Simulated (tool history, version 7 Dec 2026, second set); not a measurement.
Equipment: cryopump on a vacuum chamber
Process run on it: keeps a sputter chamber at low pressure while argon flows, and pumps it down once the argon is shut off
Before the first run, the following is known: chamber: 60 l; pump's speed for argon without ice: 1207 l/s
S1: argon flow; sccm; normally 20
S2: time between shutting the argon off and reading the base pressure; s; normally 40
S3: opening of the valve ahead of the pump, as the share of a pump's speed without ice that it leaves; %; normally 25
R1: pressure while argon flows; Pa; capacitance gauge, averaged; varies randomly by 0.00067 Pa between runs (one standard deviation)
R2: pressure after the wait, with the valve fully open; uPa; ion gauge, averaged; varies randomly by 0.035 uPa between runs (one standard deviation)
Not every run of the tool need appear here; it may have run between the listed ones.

Run 1, hour 0: usual settings. Result: R1 0.1144 Pa, R2 5.12 uPa.
At hour 53.8: leaking fittings of the chamber tightened, without venting.
Run 2, hour 103.1: usual settings. Result: R1 0.1166 Pa, R2 2.07 uPa.
Run 3, hour 170.3: usual settings. Result: R1 0.1155 Pa, R2 2.03 uPa.
Run 4, hour 253.1: usual settings but S3 19 %. Result: R1 0.1528 Pa, R2 2.15 uPa.
Run 5, hour 318.4: usual settings but S3 19 %. Result: R1 0.1553 Pa, R2 2.31 uPa.
At hour 413.1: pump warmed up, emptied and cooled again.
Run 6, hour 413.1: usual settings but S3 19 %. Result: R1 0.1478 Pa, R2 2.28 uPa.
Run 7, hour 476.7: usual settings but S3 19 %. Result: R1 0.1481 Pa, R2 2.45 uPa.
Run 8, hour 580.1: usual settings but S3 19 %. Result: R1 0.1483 Pa, R2 2.48 uPa.
Run 9, hour 641.5: usual settings. Result: R1 0.1136 Pa, R2 2.61 uPa.
Run 10, hour 697.6: usual settings. Result: R1 0.114 Pa, R2 2.66 uPa.
Run 11, hour 748.2: usual settings. Result: R1 0.1149 Pa, R2 2.71 uPa.
Run 12, hour 811.2: usual settings. Result: R1 0.1154 Pa, R2 2.76 uPa.
Run 13, hour 879.3: usual settings. Result: R1 0.1158 Pa, R2 2.89 uPa.
Run 14, hour 938.2: usual settings. Result: R1 0.1156 Pa, R2 3.03 uPa.
Run 15, hour 1029.6: usual settings. Result: R1 0.1165 Pa, R2 3.17 uPa.
Run 16, hour 1104.6: usual settings but S1 8 sccm. Result: R1 0.0472 Pa, R2 3.31 uPa.
At hour 1209.9: pump warmed up, emptied and cooled again.
Run 17, hour 1209.9: usual settings but S1 8 sccm. Result: R1 0.0444 Pa, R2 3.05 uPa.
Run 18, hour 1271.8: usual settings but S2 157 s. Result: R1 0.1141 Pa, R2 2 uPa.
Run 19, hour 1359: usual settings but S2 157 s. Result: R1 0.1146 Pa, R2 2.09 uPa.
Run 20, hour 1427.9: usual settings but S1 9 sccm, S3 19 %. Result: R1 0.0675 Pa, R2 3.46 uPa.
Run 21, hour 1526.8: usual settings but S1 9 sccm, S3 19 %. Result: R1 0.0681 Pa, R2 3.62 uPa.

What will run 22 give?
Run 22, hour 1579.9: usual settings but S1 35 sccm, S2 277 s, S3 39 %. Result: R1 ?, R2 ?.

Run 22 came out at R1 0.1317 Pa, R2 2.22 uPa.
The same run, on a tool lacking any hidden state, would have yielded R1 0.1257 Pa, R2 0.48 uPa.

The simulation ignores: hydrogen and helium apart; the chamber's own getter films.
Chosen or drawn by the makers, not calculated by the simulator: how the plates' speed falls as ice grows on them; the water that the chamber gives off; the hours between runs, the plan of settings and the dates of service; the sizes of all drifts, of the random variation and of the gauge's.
